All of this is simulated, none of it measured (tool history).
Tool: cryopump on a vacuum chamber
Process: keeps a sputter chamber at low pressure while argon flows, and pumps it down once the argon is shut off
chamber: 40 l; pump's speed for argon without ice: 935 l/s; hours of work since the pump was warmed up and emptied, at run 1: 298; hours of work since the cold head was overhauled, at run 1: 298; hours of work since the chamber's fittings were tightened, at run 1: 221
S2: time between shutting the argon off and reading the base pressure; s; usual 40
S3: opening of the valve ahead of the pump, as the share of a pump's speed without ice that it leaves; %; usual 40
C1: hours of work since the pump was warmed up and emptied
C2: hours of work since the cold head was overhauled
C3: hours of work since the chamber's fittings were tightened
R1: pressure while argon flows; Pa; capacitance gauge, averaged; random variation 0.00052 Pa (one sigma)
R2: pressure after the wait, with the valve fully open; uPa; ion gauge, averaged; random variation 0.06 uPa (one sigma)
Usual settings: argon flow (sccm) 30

{"run": 1, "hour": 0.0, "argon flow (sccm)": 30, "S2": 40, "S3": 40, "C1": 298, "C2": 298, "C3": 221, "R1": 0.1385, "R2": 4.33}
{"run": 2, "hour": 12.5, "argon flow (sccm)": 30, "S2": 40, "S3": 40, "C1": 305, "C2": 305, "C3": 227, "R1": 0.1385, "R2": 4.3}
{"run": 3, "hour": 35.8, "argon flow (sccm)": 30, "S2": 40, "S3": 40, "C1": 317, "C2": 317, "C3": 240, "R1": 0.1386, "R2": 4.33}
{"run": 4, "hour": 62.0, "argon flow (sccm)": 30, "S2": 40, "S3": 40, "C1": 332, "C2": 332, "C3": 254, "R1": 0.1381, "R2": 4.37}
{"run": 5, "hour": 87.5, "argon flow (sccm)": 30, "S2": 40, "S3": 40, "C1": 345, "C2": 345, "C3": 268, "R1": 0.1382, "R2": 4.33}
{"run": 6, "hour": 106.1, "argon flow (sccm)": 13, "S2": 40, "S3": 40, "C1": 356, "C2": 356, "C3": 278, "R1": 0.0604, "R2": 4.41}
{"run": 7, "hour": 118.8, "argon flow (sccm)": 13, "S2": 40, "S3": 40, "C1": 362, "C2": 362, "C3": 285, "R1": 0.0599, "R2": 4.52}
{"run": 8, "hour": 142.7, "argon flow (sccm)": 13, "S2": 40, "S3": 31, "C1": 375, "C2": 375, "C3": 298, "R1": 0.0772, "R2": 4.6}
{"run": 9, "hour": 164.7, "argon flow (sccm)": 13, "S2": 40, "S3": 31, "C1": 387, "C2": 387, "C3": 310, "R1": 0.077, "R2": 4.5}
{"run": 10, "hour": 178.4, "argon flow (sccm)": 30, "S2": 40, "S3": 40, "C1": 395, "C2": 395, "C3": 317, "R1": 0.1392, "R2": 4.43}
{"run": 11, "hour": 194.6, "argon flow (sccm)": 30, "S2": 40, "S3": 40, "C1": 404, "C2": 404, "C3": 326, "R1": 0.1384, "R2": 4.5}
{"run": 12, "hour": 208.8, "argon flow (sccm)": 30, "S2": 40, "S3": 40, "C1": 411, "C2": 411, "C3": 334, "R1": 0.1399, "R2": 4.57}
{"run": 13, "hour": 223.1, "argon flow (sccm)": 30, "S2": 45, "S3": 40, "C1": 419, "C2": 419, "C3": 342, "R1": 0.1396, "R2": 4.09}
{"run": 14, "hour": 241.7, "argon flow (sccm)": 30, "S2": 40, "S3": 40, "C1": 429, "C2": 429, "C3": 352, "R1": 0.1397, "R2": 4.67}
{"run": 15, "hour": 260.5, "argon flow (sccm)": 30, "S2": 40, "S3": 40, "C1": 439, "C2": 439, "C3": 362, "R1": 0.1396, "R2": 4.53}
{"run": 16, "hour": 282.9, "argon flow (sccm)": 30, "S2": 63, "S3": 40, "C1": 451, "C2": 451, "C3": 374, "R1": 0.1394, "R2": 3.44}
{"run": 17, "hour": 299.9, "argon flow (sccm)": 30, "S2": 40, "S3": 40, "C1": 461, "C2": 461, "C3": 383, "R1": 0.1398, "R2": 4.64}
{"run": 18, "hour": 324.5, "argon flow (sccm)": 30, "S2": 40, "S3": 40, "C1": 474, "C2": 474, "C3": 397, "R1": 0.1402, "R2": 4.72}
{"run": 19, "hour": 351.8, "argon flow (sccm)": 30, "S2": 40, "S3": 40, "C1": 489, "C2": 489, "C3": 411, "R1": 0.1406, "R2": 4.75}
{"run": 20, "hour": 367.6, "argon flow (sccm)": 48, "S2": 162, "S3": 53, "C1": 497, "C2": 497, "C3": 420, "R1": 0.1706, "R2": 2.14}
{"run": 21, "hour": 386.7, "argon flow (sccm)": 17, "S2": 24, "S3": 53, "C1": 508, "C2": 508, "C3": 430, "R1": 0.061, "R2": 7.16}
{"run": 22, "hour": 412.6, "argon flow (sccm)": 17, "S2": 24, "S3": 53, "C1": 522, "C2": 522, "C3": 444, "R1": 0.0603, "R2": 7.1}
{"run": 23, "hour": 440.0, "argon flow (sccm)": 24, "S2": 24, "S3": 16, "C1": 537, "C2": 537, "C3": 459, "R1": 0.2751, "R2": 7.32}
{"run": 24, "hour": 464.4, "argon flow (sccm)": 24, "S2": 24, "S3": 33, "C1": 550, "C2": 550, "C3": 473, "R1": 0.136, "R2": 7.15}
{"run": 25, "hour": 477.2, "argon flow (sccm)": 48, "S2": 25, "S3": 31, "C1": 557, "C2": 557, "C3": 480, "R1": 0.2892, "R2": 6.73}
{"run": 26, "hour": 490.0, "argon flow (sccm)": 48, "S2": 25, "S3": 31, "C1": 564, "C2": 564, "C3": 486, "R1": 0.2884, "R2": 6.98}
{"run": 27, "hour": 510.2, "argon flow (sccm)": 28, "S2": 40, "S3": 26, "C1": 575, "C2": 575, "C3": 497, "R1": 0.1998, "R2": 4.97}
{"run": 28, "hour": 525.1, "argon flow (sccm)": 28, "S2": 40, "S3": 26, "C1": 583, "C2": 583, "C3": 505, "R1": 0.1993, "R2": 4.96}
{"run": 29, "hour": 540.7, "argon flow (sccm)": 35, "S2": 169, "S3": 53, "C1": 591, "C2": 591, "C3": 514, "R1": 0.1254, "R2": 2.34}
{"run": 30, "hour": 555.4, "argon flow (sccm)": 50, "S2": 166, "S3": 53, "C1": 599, "C2": 599, "C3": 522, "R1": 0.1796, "R2": 2.33}
{"run": 31, "hour": 569.5, "argon flow (sccm)": 50, "S2": 166, "S3": 53, "C1": 607, "C2": 607, "C3": 530, "R1": 0.1798, "R2": 2.35}
{"run": 32, "hour": 581.1, "argon flow (sccm)": 13, "S2": 131, "S3": 21, "C1": 613, "C2": 613, "C3": 536, "R1": 0.1139, "R2": 2.59}
{"run": 33, "hour": 606.8, "argon flow (sccm)": 42, "S2": 131, "S3": 33, "C1": 627, "C2": 627, "C3": 550, "R1": 0.2388, "R2": 2.64}
{"run": 34, "hour": 621.3, "argon flow (sccm)": 14, "S2": 57, "S3": 35, "C1": 635, "C2": 635, "C3": 558, "R1": 0.0747, "R2": 3.96}

Measured less the same run without the tool's hidden state. The same run-to-run variation is in both; the gauge's scatter may not be:
The hidden state here: pump's speed, % of a pump's without ice; cold plate's temperature, K; leak into the chamber, uPa l/s; drift of the gauge itself on working_pa, %; drift of the gauge itself on base_upa, %.
run=1 R1=+0.0027 R2=+0.54
run=2 R1=+0.0028 R2=+0.56
run=3 R1=+0.0029 R2=+0.59
run=4 R1=+0.0030 R2=+0.62
run=5 R1=+0.0031 R2=+0.64
run=6 R1=+0.0014 R2=+0.66
run=7 R1=+0.0015 R2=+0.69
run=8 R1=+0.0015 R2=+0.73
run=9 R1=+0.0016 R2=+0.73
run=10 R1=+0.0036 R2=+0.73
run=11 R1=+0.0037 R2=+0.76
run=12 R1=+0.0038 R2=+0.79
run=13 R1=+0.0039 R2=+0.78
run=14 R1=+0.0040 R2=+0.83
run=15 R1=+0.0041 R2=+0.83
run=16 R1=+0.0041 R2=+0.88
run=17 R1=+0.0043 R2=+0.88
run=18 R1=+0.0044 R2=+0.91
run=19 R1=+0.0046 R2=+0.95
run=20 R1=+0.0074 R2=+0.96
run=21 R1=+0.0027 R2=+1.00
run=22 R1=+0.0028 R2=+1.02
run=23 R1=+0.0040 R2=+1.07
run=24 R1=+0.0041 R2=+1.07
run=25 R1=+0.0083 R2=+1.06
run=26 R1=+0.0083 R2=+1.11
run=27 R1=+0.0049 R2=+1.14
run=28 R1=+0.0051 R2=+1.16
run=29 R1=+0.0064 R2=+1.18
run=30 R1=+0.0093 R2=+1.17
run=31 R1=+0.0094 R2=+1.20
run=32 R1=+0.0025 R2=+1.23
run=33 R1=+0.0082 R2=+1.25
run=34 R1=+0.0028 R2=+1.25
